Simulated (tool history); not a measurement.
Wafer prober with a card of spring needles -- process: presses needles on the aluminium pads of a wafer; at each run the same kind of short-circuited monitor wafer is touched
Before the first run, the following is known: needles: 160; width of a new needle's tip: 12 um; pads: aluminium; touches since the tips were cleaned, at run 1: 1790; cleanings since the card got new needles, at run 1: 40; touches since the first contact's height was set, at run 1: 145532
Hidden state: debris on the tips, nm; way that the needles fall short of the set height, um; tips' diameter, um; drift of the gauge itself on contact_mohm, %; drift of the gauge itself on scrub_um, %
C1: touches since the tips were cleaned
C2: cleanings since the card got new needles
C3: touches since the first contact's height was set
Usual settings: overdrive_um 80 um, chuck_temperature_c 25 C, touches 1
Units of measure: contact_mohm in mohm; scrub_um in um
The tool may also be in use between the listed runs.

{"run": 1, "hour": 0.0, "overdrive_um": 80, "chuck_temperature_c": 25, "touches": 1, "C1": 1790, "C2": 40, "C3": 145532, "contact_mohm": 259, "scrub_um": 19.52}
{"hour": 6.3, "done": "tips cleaned on abrasive film"}
{"hour": 20.9, "done": "tips cleaned on abrasive film"}
{"run": 2, "hour": 30.5, "overdrive_um": 80, "chuck_temperature_c": 25, "touches": 1, "C1": 2334, "C2": 42, "C3": 152903, "contact_mohm": 258, "scrub_um": 19.6}
{"hour": 35.3, "done": "tips cleaned on abrasive film"}
{"hour": 50.6, "done": "tips cleaned on abrasive film"}
{"hour": 64.2, "done": "tips cleaned on abrasive film"}
{"hour": 64.5, "done": "height of the first contact set anew"}
{"run": 3, "hour": 66.0, "overdrive_um": 80, "chuck_temperature_c": 25, "touches": 1, "C1": 356, "C2": 45, "C3": 356, "contact_mohm": 251, "scrub_um": 20.7}
{"hour": 78.8, "done": "tips cleaned on abrasive film"}
{"run": 4, "hour": 81.4, "overdrive_um": 80, "chuck_temperature_c": 25, "touches": 1, "C1": 636, "C2": 46, "C3": 4075, "contact_mohm": 256, "scrub_um": 20.68}
{"hour": 92.4, "done": "tips cleaned on abrasive film"}
{"hour": 105.6, "done": "tips cleaned on abrasive film"}
{"run": 5, "hour": 106.2, "overdrive_um": 80, "chuck_temperature_c": 25, "touches": 1, "C1": 157, "C2": 48, "C3": 10052, "contact_mohm": 251, "scrub_um": 20.56}
{"hour": 119.5, "done": "tips cleaned on abrasive film"}
{"hour": 133.4, "done": "tips cleaned on abrasive film"}
{"run": 6, "hour": 135.0, "overdrive_um": 80, "chuck_temperature_c": 25, "touches": 1, "C1": 374, "C2": 50, "C3": 16999, "contact_mohm": 256, "scrub_um": 20.6}
{"hour": 146.4, "done": "tips cleaned on abrasive film"}
{"run": 7, "hour": 158.1, "overdrive_um": 71, "chuck_temperature_c": 25, "touches": 1, "C1": 2853, "C2": 51, "C3": 22601, "contact_mohm": 265, "scrub_um": 18.16}
{"hour": 161.4, "done": "tips cleaned on abrasive film"}
{"hour": 175.0, "done": "tips cleaned on abrasive film"}
{"hour": 188.2, "done": "tips cleaned on abrasive film"}
{"run": 8, "hour": 192.1, "overdrive_um": 71, "chuck_temperature_c": 32, "touches": 1, "C1": 956, "C2": 54, "C3": 30790, "contact_mohm": 258, "scrub_um": 18.14}
{"hour": 202.5, "done": "tips cleaned on abrasive film"}
{"run": 9, "hour": 212.1, "overdrive_um": 71, "chuck_temperature_c": 32, "touches": 1, "C1": 2343, "C2": 55, "C3": 35623, "contact_mohm": 267, "scrub_um": 18.17}
{"hour": 216.8, "done": "tips cleaned on abrasive film"}
{"run": 10, "hour": 227.6, "overdrive_um": 71, "chuck_temperature_c": 32, "touches": 1, "C1": 2623, "C2": 56, "C3": 39371, "contact_mohm": 270, "scrub_um": 18.04}
{"hour": 230.6, "done": "tips cleaned on abrasive film"}
{"hour": 243.6, "done": "tips cleaned on abrasive film"}
{"run": 11, "hour": 249.2, "overdrive_um": 71, "chuck_temperature_c": 32, "touches": 1, "C1": 1358, "C2": 58, "C3": 44554, "contact_mohm": 260, "scrub_um": 17.86}
{"hour": 257.2, "done": "tips cleaned on abrasive film"}
{"run": 12, "hour": 266.9, "overdrive_um": 82, "chuck_temperature_c": 25, "touches": 1, "C1": 2349, "C2": 59, "C3": 48839, "contact_mohm": 259, "scrub_um": 20.82}
{"hour": 271.9, "done": "tips cleaned on abrasive film"}
{"hour": 285.8, "done": "tips cleaned on abrasive film"}
{"run": 13, "hour": 286.3, "overdrive_um": 80, "chuck_temperature_c": 25, "touches": 1, "C1": 138, "C2": 61, "C3": 53513, "contact_mohm": 251, "scrub_um": 20.27}
{"hour": 299.9, "done": "tips cleaned on abrasive film"}
{"hour": 313.0, "done": "tips cleaned on abrasive film"}
{"run": 14, "hour": 315.8, "overdrive_um": 80, "chuck_temperature_c": 25, "touches": 1, "C1": 679, "C2": 63, "C3": 60631, "contact_mohm": 256, "scrub_um": 20.22}
{"hour": 326.9, "done": "tips cleaned on abrasive film"}
{"run": 15, "hour": 333.6, "overdrive_um": 80, "chuck_temperature_c": 25, "touches": 1, "C1": 1619, "C2": 64, "C3": 64920, "contact_mohm": 258, "scrub_um": 20.11}
{"hour": 339.8, "done": "tips cleaned on abrasive film"}
{"hour": 353.0, "done": "tips cleaned on abrasive film"}
{"run": 16, "hour": 356.6, "overdrive_um": 80, "chuck_temperature_c": 25, "touches": 1, "C1": 870, "C2": 66, "C3": 70473, "contact_mohm": 256, "scrub_um": 20.27}
{"hour": 366.8, "done": "tips cleaned on abrasive film"}
{"hour": 381.4, "done": "tips cleaned on abrasive film"}
{"run": 17, "hour": 392.0, "overdrive_um": 64, "chuck_temperature_c": 106, "touches": 1, "C1": 2583, "C2": 68, "C3": 79029, "contact_mohm": 290, "scrub_um": 15.83}
{"hour": 395.0, "done": "tips cleaned on abrasive film"}
{"hour": 407.9, "done": "tips cleaned on abrasive film"}
{"hour": 422.5, "done": "tips cleaned on abrasive film"}
{"run": 18, "hour": 425.2, "overdrive_um": 80, "chuck_temperature_c": 37, "touches": 1, "C1": 674, "C2": 71, "C3": 87030, "contact_mohm": 256, "scrub_um": 19.82}
{"hour": 436.1, "done": "tips cleaned on abrasive film"}
{"run": 19, "hour": 443.3, "overdrive_um": 80, "chuck_temperature_c": 65, "touches": 2, "C1": 1736, "C2": 72, "C3": 91395, "contact_mohm": 269, "scrub_um": 19.89}
{"hour": 450.1, "done": "tips cleaned on abrasive film"}
{"hour": 465.0, "done": "tips cleaned on abrasive film"}
{"run": 20, "hour": 475.5, "overdrive_um": 88, "chuck_temperature_c": 41, "touches": 1, "C1": 2553, "C2": 74, "C3": 99185, "contact_mohm": 266, "scrub_um": 21.91}
{"hour": 480.1, "done": "tips cleaned on abrasive film"}
{"hour": 494.0, "done": "tips cleaned on abrasive film"}
{"run": 21, "hour": 503.5, "overdrive_um": 90, "chuck_temperature_c": 65, "touches": 1, "C1": 2295, "C2": 76, "C3": 105921, "contact_mohm": 269, "scrub_um": 22.36}
{"hour": 509.3, "done": "tips cleaned on abrasive film"}
{"hour": 525.2, "done": "tips cleaned on abrasive film"}
{"run": 22, "hour": 527.3, "overdrive_um": 90, "chuck_temperature_c": 65, "touches": 1, "C1": 514, "C2": 78, "C3": 111670, "contact_mohm": 263, "scrub_um": 22.09}
{"hour": 539.4, "done": "tips cleaned on abrasive film"}
{"hour": 552.4, "done": "tips cleaned on abrasive film"}
{"run": 23, "hour": 556.5, "overdrive_um": 75, "chuck_temperature_c": 31, "touches": 1, "C1": 993, "C2": 80, "C3": 118705, "contact_mohm": 259, "scrub_um": 18.39}
{"hour": 567.0, "done": "tips cleaned on abrasive film"}
{"run": 24, "hour": 578.6, "overdrive_um": 71, "chuck_temperature_c": 31, "touches": 1, "C1": 2819, "C2": 81, "C3": 124064, "contact_mohm": 268, "scrub_um": 17.26}
{"hour": 580.6, "done": "tips cleaned on abrasive film"}
{"hour": 595.0, "done": "tips cleaned on abrasive film"}
{"run": 25, "hour": 602.2, "overdrive_um": 66, "chuck_temperature_c": 33, "touches": 1, "C1": 1757, "C2": 83, "C3": 129745, "contact_mohm": 267, "scrub_um": 16.01}
{"hour": 608.3, "done": "tips cleaned on abrasive film"}
{"hour": 621.1, "done": "tips cleaned on abrasive film"}
{"run": 26, "hour": 627.8, "overdrive_um": 66, "chuck_temperature_c": 33, "touches": 1, "C1": 1638, "C2": 85, "C3": 135921, "contact_mohm": 268, "scrub_um": 15.86}
{"hour": 636.0, "done": "tips cleaned on abrasive film"}
{"hour": 649.9, "done": "tips cleaned on abrasive film"}
{"run": 27, "hour": 662.0, "overdrive_um": 66, "chuck_temperature_c": 25, "touches": 1, "C1": 2923, "C2": 87, "C3": 144178, "contact_mohm": 275, "scrub_um": 15.87}
{"hour": 663.8, "done": "tips cleaned on abrasive film"}
{"hour": 678.6, "done": "tips cleaned on abrasive film"}
{"run": 28, "hour": 681.4, "overdrive_um": 66, "chuck_temperature_c": 25, "touches": 2, "C1": 683, "C2": 89, "C3": 148854, "contact_mohm": 258, "scrub_um": 15.85}
{"hour": 692.7, "done": "tips cleaned on abrasive film"}
{"run": 29, "hour": 698.6, "overdrive_um": 63, "chuck_temperature_c": 114, "touches": 3, "C1": 1439, "C2": 90, "C3": 153010, "contact_mohm": 278, "scrub_um": 15.17}
{"hour": 705.5, "done": "tips cleaned on abrasive film"}
{"hour": 719.2, "done": "tips cleaned on abrasive film"}
{"run": 30, "hour": 722.9, "overdrive_um": 64, "chuck_temperature_c": 25, "touches": 1, "C1": 897, "C2": 92, "C3": 158862, "contact_mohm": 265, "scrub_um": 15.23}
{"hour": 731.5, "done": "height of the first contact set anew"}
{"hour": 733.9, "done": "tips cleaned on abrasive film"}
{"run": 31, "hour": 739.7, "overdrive_um": 64, "chuck_temperature_c": 25, "touches": 1, "C1": 1412, "C2": 93, "C3": 1973, "contact_mohm": 265, "scrub_um": 16.52}

What if the next run were any one of these 3? Each begins from the tool's condition after run 31:
{"hour": 749.3, "done": "tips cleaned on abrasive film"}
{"run": "A", "hour": 757.3, "overdrive_um": 89, "chuck_temperature_c": 54, "touches": 1, "C1": 1927, "C2": 94, "C3": 6206, "contact_mohm": "?", "scrub_um": "?"}
{"hour": 749.3, "done": "tips cleaned on abrasive film"}
{"run": "B", "hour": 757.3, "overdrive_um": 61, "chuck_temperature_c": 44, "touches": 1, "C1": 1927, "C2": 94, "C3": 6206, "contact_mohm": "?", "scrub_um": "?"}
{"hour": 749.3, "done": "tips cleaned on abrasive film"}
{"run": "C", "hour": 757.3, "overdrive_um": 61, "chuck_temperature_c": 25, "touches": 1, "C1": 1927, "C2": 94, "C3": 6206, "contact_mohm": "?", "scrub_um": "?"}

run=A contact_mohm=269 scrub_um=22.84
run=B contact_mohm=273 scrub_um=15.73
run=C contact_mohm=271 scrub_um=15.6
The same runs, with their run-to-run variation unchanged, on a tool lacking any hidden condition would have given:
run=A contact_mohm=260 scrub_um=22.9
run=B contact_mohm=256 scrub_um=15.79
run=C contact_mohm=253 scrub_um=15.65
